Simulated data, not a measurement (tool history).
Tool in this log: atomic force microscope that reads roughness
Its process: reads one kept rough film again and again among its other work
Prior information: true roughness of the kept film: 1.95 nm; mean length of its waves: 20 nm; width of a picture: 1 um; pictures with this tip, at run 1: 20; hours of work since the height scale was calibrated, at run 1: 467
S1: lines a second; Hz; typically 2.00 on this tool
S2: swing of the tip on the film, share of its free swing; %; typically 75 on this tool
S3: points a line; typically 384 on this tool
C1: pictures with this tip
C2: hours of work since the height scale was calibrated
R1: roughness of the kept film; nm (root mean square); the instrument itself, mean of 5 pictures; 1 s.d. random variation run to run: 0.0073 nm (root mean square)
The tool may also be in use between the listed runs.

| run | day | S1 | S2 | S3 | C1 | C2 | R1 |
|---|---|---|---|---|---|---|---|
| 1 | 0.000 | 2.00 | 75 | 384 | 20 | 467 | 1.413 |
| 2 | 0.692 | 2.00 | 75 | 384 | 43 | 476 | 1.304 |
| 3 | 1.367 | 2.00 | 75 | 492 | 65 | 486 | 1.222 |
|  | 1.475 | new tip fitted |
| 4 | 2.162 | 2.00 | 58 | 384 | 23 | 496 | 1.506 |
| 5 | 2.788 | 2.00 | 58 | 384 | 43 | 505 | 1.391 |
| 6 | 3.367 | 2.00 | 75 | 384 | 62 | 513 | 1.222 |
|  | 3.571 | new tip fitted |
| 7 | 3.904 | 2.00 | 75 | 384 | 11 | 520 | 1.457 |
| 8 | 4.675 | 2.00 | 75 | 384 | 37 | 531 | 1.321 |
|  | 5.650 | new tip fitted |
| 9 | 5.721 | 2.00 | 85 | 384 | 2 | 545 | 1.391 |
| 10 | 6.892 | 2.00 | 85 | 384 | 41 | 562 | 1.202 |
| 11 | 7.488 | 2.00 | 85 | 384 | 60 | 570 | 1.119 |
|  | 7.700 | new tip fitted |
| 12 | 8.767 | 2.00 | 85 | 384 | 35 | 587 | 1.242 |
|  | 9.750 | new tip fitted |
| 13 | 9.771 | 2.00 | 75 | 384 | 0 | 601 | 1.511 |
| 14 | 10.425 | 2.00 | 75 | 384 | 22 | 610 | 1.398 |
| 15 | 11.554 | 2.00 | 75 | 384 | 59 | 626 | 1.247 |
|  | 11.788 | new tip fitted |
| 16 | 12.288 | 2.00 | 75 | 858 | 16 | 636 | 1.443 |
| 17 | 13.183 | 2.00 | 75 | 858 | 46 | 648 | 1.312 |
|  | 13.812 | new tip fitted |
| 18 | 14.338 | 2.00 | 75 | 665 | 17 | 664 | 1.443 |
| 19 | 15.196 | 2.00 | 75 | 437 | 46 | 676 | 1.290 |
|  | 15.825 | new tip fitted |
| 20 | 15.825 | 2.00 | 75 | 437 | 0 | 684 | 1.513 |
| 21 | 16.783 | 2.00 | 75 | 281 | 31 | 698 | 1.343 |
| 22 | 17.571 | 2.00 | 75 | 281 | 57 | 709 | 1.257 |
|  | 17.854 | new tip fitted |
| 23 | 18.467 | 2.00 | 75 | 281 | 20 | 721 | 1.395 |
| 24 | 18.992 | 2.00 | 75 | 281 | 37 | 728 | 1.294 |
|  | 19.925 | new tip fitted |
| 25 | 20.129 | 2.00 | 75 | 281 | 7 | 744 | 1.459 |
| 26 | 21.012 | 2.00 | 75 | 281 | 36 | 756 | 1.320 |
|  | 22.029 | new tip fitted |
| 27 | 22.208 | 2.00 | 75 | 281 | 6 | 772 | 1.440 |
| 28 | 22.938 | 0.51 | 56 | 281 | 30 | 782 | 1.522 |
|  | 24.058 | new tip fitted |
| 29 | 24.096 | 0.51 | 56 | 281 | 1 | 798 | 1.673 |
| 30 | 25.242 | 2.56 | 57 | 276 | 39 | 814 | 1.383 |
|  | 26.117 | new tip fitted |
| 31 | 26.188 | 2.56 | 57 | 276 | 2 | 827 | 1.592 |
| 32 | 27.388 | 2.39 | 64 | 390 | 42 | 843 | 1.369 |
| 33 | 28.042 | 2.39 | 64 | 390 | 63 | 853 | 1.269 |
|  | 28.154 | new tip fitted |
| 34 | 29.229 | 2.39 | 64 | 390 | 36 | 869 | 1.390 |
| 35 | 30.079 | 2.00 | 89 | 329 | 64 | 881 | 1.069 |
|  | 30.162 | new tip fitted |
| 36 | 31.362 | 0.51 | 75 | 519 | 39 | 898 | 1.443 |
| 37 | 32.142 | 0.51 | 75 | 519 | 65 | 909 | 1.341 |
|  | 32.275 | new tip fitted |
| 38 | 33.200 | 0.51 | 55 | 607 | 30 | 923 | 1.539 |
| 39 | 34.158 | 0.51 | 55 | 607 | 62 | 937 | 1.403 |
|  | 34.342 | new tip fitted |
| 40 | 35.025 | 0.51 | 55 | 607 | 23 | 949 | 1.581 |
| 41 | 36.158 | 0.97 | 75 | 384 | 60 | 964 | 1.311 |
|  | 36.425 | new tip fitted |
| 42 | 36.900 | 0.97 | 75 | 384 | 16 | 974 | 1.542 |
| 43 | 38.058 | 1.10 | 75 | 270 | 54 | 990 | 1.305 |
|  | 38.462 | new tip fitted |
| 44 | 39.167 | 1.10 | 75 | 644 | 23 | 1005 | 1.487 |
| 45 | 39.992 | 1.10 | 75 | 644 | 51 | 1017 | 1.351 |
|  | 40.475 | new tip fitted |
| 46 | 40.750 | 2.00 | 81 | 873 | 9 | 1027 | 1.416 |
| 47 | 41.512 | 2.00 | 81 | 873 | 34 | 1038 | 1.274 |
| 48 | 42.400 | 0.90 | 81 | 307 | 63 | 1050 | 1.253 |
|  | 42.538 | new tip fitted |
| 49 | 43.488 | 0.90 | 68 | 741 | 31 | 1065 | 1.491 |
| 50 | 44.075 | 2.77 | 63 | 312 | 51 | 1073 | 1.309 |
|  | 44.629 | new tip fitted |
| 51 | 45.212 | 0.89 | 82 | 606 | 19 | 1089 | 1.500 |

Here are 3 independent what-if runs from the current tool condition. What would each one return?
| A | 46.283 | 0.89 | 65 | 385 | 55 | 1104 | ? |
| B | 46.283 | 2.25 | 84 | 384 | 55 | 1104 | ? |
| C | 46.283 | 0.67 | 82 | 606 | 55 | 1104 | ? |

| run | R1 |
|---|---|
| A | 1.373 |
| B | 1.135 |
| C | 1.338 |
With no hidden state in the tool, these same runs would have given:
| run | R1 |
|---|---|
| A | 1.688 |
| B | 1.396 |
| C | 1.646 |

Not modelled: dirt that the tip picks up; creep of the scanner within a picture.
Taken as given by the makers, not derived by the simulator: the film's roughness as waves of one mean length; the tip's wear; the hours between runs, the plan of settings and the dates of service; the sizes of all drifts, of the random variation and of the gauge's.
